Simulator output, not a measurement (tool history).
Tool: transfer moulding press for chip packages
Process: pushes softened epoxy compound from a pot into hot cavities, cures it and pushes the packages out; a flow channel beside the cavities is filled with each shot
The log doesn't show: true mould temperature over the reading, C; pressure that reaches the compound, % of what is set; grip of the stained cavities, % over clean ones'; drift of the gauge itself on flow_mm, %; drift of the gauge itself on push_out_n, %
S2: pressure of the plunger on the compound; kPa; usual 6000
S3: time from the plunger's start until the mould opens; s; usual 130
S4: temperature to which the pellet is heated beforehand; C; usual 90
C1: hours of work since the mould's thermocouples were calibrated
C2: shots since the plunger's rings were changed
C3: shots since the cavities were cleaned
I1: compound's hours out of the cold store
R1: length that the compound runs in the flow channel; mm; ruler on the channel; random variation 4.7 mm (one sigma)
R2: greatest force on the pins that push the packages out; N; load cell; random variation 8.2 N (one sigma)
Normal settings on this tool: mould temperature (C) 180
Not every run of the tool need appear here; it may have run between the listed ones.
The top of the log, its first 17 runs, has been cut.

Run 18, hour 164.2: usual settings but S3 117 s; C1 425; C2 1780; C3 233; I1 20.4. Result: R1 554 mm, R2 669 N.
Run 19, hour 176.1: usual settings but S2 5760 kPa, S3 129 s, S4 94 C; C1 434; C2 1913; C3 366; I1 22.1. Result: R1 543 mm, R2 622 N.
Run 20, hour 188.5: usual settings but mould temperature (C) 187, S2 5440 kPa, S3 168 s, S4 96 C; C1 442; C2 2051; C3 504; I1 14.8. Result: R1 523 mm, R2 495 N.
At hour 195.0: cavities cleaned with cleaning compound and waxed.
Run 21, hour 196.4: usual settings but mould temperature (C) 187, S2 6460 kPa, S3 168 s, S4 96 C; C1 447; C2 2122; C3 15; I1 36.3. Result: R1 555 mm, R2 319 N.
Run 22, hour 208.0: usual settings but mould temperature (C) 187, S2 4920 kPa, S3 168 s, S4 95 C; C1 455; C2 2252; C3 145; I1 36.5. Result: R1 468 mm, R2 398 N.
Run 23, hour 215.6: usual settings but S2 6250 kPa, S4 83 C; C1 461; C2 2336; C3 229; I1 31.5. Result: R1 559 mm, R2 575 N.
Run 24, hour 223.4: usual settings but mould temperature (C) 175, S2 6250 kPa, S3 132 s, S4 83 C; C1 466; C2 2422; C3 315; I1 27.5. Result: R1 566 mm, R2 767 N.
Run 25, hour 235.0: usual settings but S2 6200 kPa, S3 136 s; C1 474; C2 2552; C3 445; I1 8.4. Result: R1 596 mm, R2 593 N.
At hour 246.7: cavities cleaned with cleaning compound and waxed.
Run 26, hour 248.8: usual settings but mould temperature (C) 187, S2 6200 kPa, S3 139 s; C1 483; C2 2689; C3 23; I1 16.2. Result: R1 551 mm, R2 333 N.
Run 27, hour 257.2: usual settings but mould temperature (C) 185, S2 5040 kPa, S4 92 C; C1 489; C2 2783; C3 117; I1 12.7. Result: R1 513 mm, R2 417 N.
Run 28, hour 263.8: usual settings but mould temperature (C) 173, S2 5400 kPa, S3 169 s, S4 93 C; C1 494; C2 2857; C3 191; I1 11.1. Result: R1 559 mm, R2 544 N.
Run 29, hour 271.3: usual settings but mould temperature (C) 173, S2 5400 kPa, S3 121 s, S4 97 C; C1 499; C2 2940; C3 274; I1 29.8. Result: R1 530 mm, R2 1006 N.
Run 30, hour 277.0: usual settings but mould temperature (C) 173, S2 5400 kPa, S3 121 s, S4 97 C; C1 503; C2 3004; C3 338; I1 36.9. Result: R1 521 mm, R2 1054 N.

Each row is a separate what-if for the run after 30, all from the same tool condition, not one after another. Results?
Run A, hour 287.8: usual settings but mould temperature (C) 173, S2 5400 kPa, S3 120 s, S4 97 C; C1 511; C2 3124; C3 458; I1 13.7. Result: R1 ?, R2 ?.
Run B, hour 287.8: usual settings but S2 7170 kPa, S3 116 s; C1 511; C2 3124; C3 458; I1 27.2. Result: R1 ?, R2 ?.
Run C, hour 287.8: usual settings but S3 162 s, S4 92 C; C1 511; C2 3124; C3 458; I1 8.1. Result: R1 ?, R2 ?.

run   R1    R2
  A  552  1194
  B  590   763
  C  568   542
Take away the tool's hidden state, keep each run's random variation, and the runs would have read:
run   R1   R2
  A  574  626
  B  613  407
  C  590  311

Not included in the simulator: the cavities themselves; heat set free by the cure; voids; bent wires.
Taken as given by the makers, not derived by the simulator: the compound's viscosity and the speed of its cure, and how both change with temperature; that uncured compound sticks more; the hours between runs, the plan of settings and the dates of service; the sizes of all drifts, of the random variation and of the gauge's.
